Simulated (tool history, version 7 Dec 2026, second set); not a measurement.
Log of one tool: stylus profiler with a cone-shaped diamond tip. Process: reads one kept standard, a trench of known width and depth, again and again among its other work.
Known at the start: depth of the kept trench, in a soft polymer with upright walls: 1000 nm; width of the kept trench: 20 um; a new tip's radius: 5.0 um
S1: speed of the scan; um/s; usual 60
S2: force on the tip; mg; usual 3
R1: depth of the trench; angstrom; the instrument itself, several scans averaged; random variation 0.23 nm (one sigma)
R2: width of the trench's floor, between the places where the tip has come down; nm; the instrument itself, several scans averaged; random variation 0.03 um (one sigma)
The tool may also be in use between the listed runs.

run	day	S1	S2	R1	R2
1	0	60	3	10117.9	13060
2	0.862	60	3	10120.7	13060
3	1.667	60	3	10120.6	13060
4	2.812	60	3	10115.7	13040
5	3.625	60	3	10117.4	13030
6	4.488	22	3	10119.9	13060
7	5.046	22	3	10118.4	13070
8	6.338	22	3	10114.1	13020
9	7.254	87	4.43	10156.1	12920
10	8.017	45	2.25	10094.8	12900
11	9.038	192	1.05	10051.6	12200
12	9.738	192	7.03	10216.8	12710
13	11.038	38	7.03	10213.5	12970
14	12.338	154	7.13	10218.6	12690
15	13.133	154	7.13	10219.7	12770

Forecast each of these 5 alternatives for the next run:
A	14.446	60	5.08	?	?
B	14.446	36	1.9	?	?
C	14.446	93	1.3	?	?
D	14.446	18	1.63	?	?
E	14.446	60	3.14	?	?

run	R1	R2
A	10172.4	12790
B	10079.2	12840
C	10059.6	12560
D	10074.9	12960
E	10120.4	12790
Without the tool's hidden state the same runs would have given:
run	R1	R2
A	10186.4	13840
B	10093.2	13880
C	10073.5	13600
D	10088.8	14010
E	10134.4	13830
